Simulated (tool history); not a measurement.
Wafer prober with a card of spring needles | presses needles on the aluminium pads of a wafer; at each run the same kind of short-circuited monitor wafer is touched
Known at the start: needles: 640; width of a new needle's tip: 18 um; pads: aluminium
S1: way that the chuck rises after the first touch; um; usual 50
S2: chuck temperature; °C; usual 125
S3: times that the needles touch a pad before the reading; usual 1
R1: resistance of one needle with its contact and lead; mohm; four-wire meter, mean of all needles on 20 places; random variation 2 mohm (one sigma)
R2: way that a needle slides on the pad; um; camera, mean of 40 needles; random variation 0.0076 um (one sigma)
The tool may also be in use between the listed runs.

run	day	S1	S2	S3	R1	R2
1	0	50	125	1	374	13.572
# day 0.062: tips cleaned on abrasive film
# day 0.575: tips cleaned on abrasive film
2	0.638	50	125	1	308	13.524
3	1.071	50	125	1	382	13.524
# day 1.117: tips cleaned on abrasive film
4	1.562	50	125	1	373	13.52
# day 1.621: tips cleaned on abrasive film
# day 1.958: height of the first contact set anew
5	2.1	53	125	1	364	14.241
# day 2.162: tips cleaned on abrasive film
# day 2.683: tips cleaned on abrasive film
6	2.738	50	125	1	284	13.405
# day 3.221: tips cleaned on abrasive film
7	3.362	50	40	1	354	13.374
# day 3.746: tips cleaned on abrasive film
8	3.833	50	40	1	304	13.352
9	4.212	50	40	1	391	13.359
# day 4.262: tips cleaned on abrasive film
# day 4.8: tips cleaned on abrasive film
10	4.904	50	53	1	325	13.32
# day 5.329: tips cleaned on abrasive film
11	5.458	50	53	1	331	13.311
# day 5.85: tips cleaned on abrasive film
12	5.992	50	53	1	351	13.295
# day 6.092: height of the first contact set anew, once more
# day 6.4: tips cleaned on abrasive film
13	6.433	50	53	1	256	13.611
# day 6.912: tips cleaned on abrasive film
14	7.021	50	53	1	310	13.603
15	7.312	50	34	1	381	13.597
# day 7.446: tips cleaned on abrasive film
16	7.65	38	125	3	317	10.309
# day 7.958: tips cleaned on abrasive film
17	7.958	38	125	3	238	10.29
18	8.404	33	30	1	614	8.926
# day 8.462: tips cleaned on abrasive film
19	8.696	50	95	1	368	13.552
# day 9.021: tips cleaned on abrasive film
20	9.371	50	125	1	382	13.529
# day 9.55: tips cleaned on abrasive film
21	9.925	50	125	1	383	13.514
# day 10.088: tips cleaned on abrasive film
22	10.571	44	26	2	345	11.877
# day 10.629: tips cleaned on abrasive film
# day 11.15: tips cleaned on abrasive film
23	11.188	44	26	2	244	11.816
# day 11.471: height of the first contact set anew
# day 11.704: tips cleaned on abrasive film
24	11.838	32	125	1	496	8.707

The next listed run, before its measurement:
# day 12.217: tips cleaned on abrasive film
25	12.425	32	125	1	?	?

R1: 566 mohm
R2: 8.711 um
Without the tool's hidden state the same run would have given R1 241 mohm, R2 8.736 um.
